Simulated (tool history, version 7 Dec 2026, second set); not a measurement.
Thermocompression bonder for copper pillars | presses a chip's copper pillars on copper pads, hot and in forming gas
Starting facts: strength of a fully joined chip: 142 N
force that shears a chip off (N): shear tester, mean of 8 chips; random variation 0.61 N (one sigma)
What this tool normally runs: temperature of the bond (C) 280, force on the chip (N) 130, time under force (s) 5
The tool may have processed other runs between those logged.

run	hour	temperature of the bond (C)	force on the chip (N)	time under force (s)	force that shears a chip off (N)
1	0	280	130	5	75.9
2	38.1	280	130	7	85.5
3	95.9	280	130	7	84.8
4	128.1	280	130	5	77.6
5	186.1	280	130	5	76.3
6	238.7	280	130	5	76.6
7	302.1	280	187	5	94
8	331	280	130	5	77.8
9	385.5	280	130	5	75.8
10	419.8	280	130	5	77.7
11	448	280	130	5	77.4
12	490	280	130	3	63.4
13	517.2	280	130	3	63.3
14	555.1	280	130	3	64.3
15	618.3	280	130	3	63.8
16	675.3	280	130	12	99.4
17	733.9	280	130	12	98.7
18	778.8	280	130	12	99.3
19	826.8	280	170	5	90
20	861.8	280	170	5	89.2
21	892.4	280	79	5	52.9
22	936.7	254	126	4	44.5
23	968.6	254	126	4	44.7
24	1002.1	254	126	4	44.7
25	1029.3	280	158	5	85.8
26	1075.2	282	165	5	91.2
27	1130.3	259	163	9	79.5
28	1164.9	280	88	4	53.3
29	1205.7	280	88	3	46.7
30	1265	280	88	3	47.6
31	1303.6	280	88	3	47.8
32	1354.4	280	88	3	47.1
33	1382.1	254	110	3	35
34	1409.4	301	104	15	114.3
35	1448.5	284	130	5	81.3
36	1509.6	305	139	9	118.9
37	1552.6	280	94	5	60.4

Not shown: 2 entries that the log had between the listed runs. Between which runs, and how does the tool's hidden state differ before and after?
After run 3, before run 4: forming gas filter changed (hour 118.4)
  oxide that the forming gas leaves, % of the face: 0.56 -> 0.5
After run 26, before run 27: forming gas filter changed (hour 1090.7)
  oxide that the forming gas leaves, % of the face: 0.55 -> 0.5

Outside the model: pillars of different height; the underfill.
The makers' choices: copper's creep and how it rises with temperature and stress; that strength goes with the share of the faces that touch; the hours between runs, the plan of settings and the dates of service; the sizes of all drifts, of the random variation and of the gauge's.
